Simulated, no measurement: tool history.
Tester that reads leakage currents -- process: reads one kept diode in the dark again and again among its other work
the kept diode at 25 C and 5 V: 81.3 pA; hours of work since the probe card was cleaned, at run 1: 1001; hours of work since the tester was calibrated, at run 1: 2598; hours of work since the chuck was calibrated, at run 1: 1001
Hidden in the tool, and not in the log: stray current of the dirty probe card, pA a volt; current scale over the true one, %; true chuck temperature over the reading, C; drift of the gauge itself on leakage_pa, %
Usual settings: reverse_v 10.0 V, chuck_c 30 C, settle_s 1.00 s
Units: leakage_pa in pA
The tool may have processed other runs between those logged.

run    hour  reverse_v  chuck_c  settle_s  hours of work since the probe card was cleaned  hours of work since the tester was calibrated  hours of work since the chuck was calibrated  leakage_pa
  1     0.0       10.0       30      1.00                                            1001                                           2598                                          1001      204.93
  2   128.1       10.0       30      1.00                                            1059                                           2657                                          1059      205.65
      229.6  -- chuck's temperature calibrated
  3   269.7       10.0       30      1.00                                            1122                                           2720                                            18      186.55
  4   424.8       10.0       44      1.00                                            1193                                           2791                                            89      512.93
  5   528.2       10.0       44      1.00                                            1240                                           2838                                           136      514.12
  6   663.8       10.0       44      1.00                                            1302                                           2899                                           197      520.43
  7   769.8       10.0       44      1.00                                            1350                                           2948                                           246      517.56
  8   835.1       10.0       30      1.00                                            1379                                           2977                                           275      191.95
  9   951.4       10.0       30      1.00                                            1432                                           3030                                           328      193.16
 10  1030.2       10.0       30      1.00                                            1468                                           3066                                           364      194.77
 11  1131.5       10.0       30      1.00                                            1514                                           3112                                           410      194.67
 12  1245.9       10.0       30      1.00                                            1566                                           3164                                           462      194.62
 13  1364.7       10.0       30      1.00                                            1620                                           3218                                           516      196.01
 14  1483.1       10.0       30      1.00                                            1674                                           3272                                           570      198.07
 15  1557.4       10.0       30      1.00                                            1708                                           3306                                           604      198.37
 16  1623.0       10.0       30      1.00                                            1738                                           3336                                           634      198.45
 17  1718.0        4.0       30      1.00                                            1781                                           3379                                           677      115.26
 18  1873.7       10.0       55      0.33                                            1852                                           3450                                           748     1140.40
 19  1979.8       10.0       55      0.33                                            1900                                           3498                                           796     1139.64
 20  2096.8        3.6       24      0.98                                            1953                                           3551                                           849       69.97
 21  2171.0        3.6       24      0.98                                            1987                                           3585                                           883       69.98
 22  2300.7       16.5       48      2.35                                            2046                                           3644                                           942      978.19
 23  2430.0       16.5       48      2.35                                            2105                                           3703                                          1001      977.47
 24  2513.0        6.4       48      4.01                                            2143                                           3740                                          1038      558.13
     2656.0  -- chuck's temperature calibrated
 25  2656.0       10.0       29      1.00                                            2207                                           3805                                             0      172.99
 26  2810.0        1.2       30      0.48                                            2277                                           3875                                            70       52.86
 27  2904.7        2.7       24      7.98                                            2320                                           3918                                           113       53.42
 28  2996.4        2.7       24      7.98                                            2362                                           3959                                           155       53.62

What does the tool deliver on the next run?
 29  3075.2        2.7       24      7.98                                            2397                                           3995                                           191           ?

leakage_pa: 53.73 pA
If the tool had no hidden condition, the same run with the same run-to-run variation would have returned leakage_pa 52.37 pA.
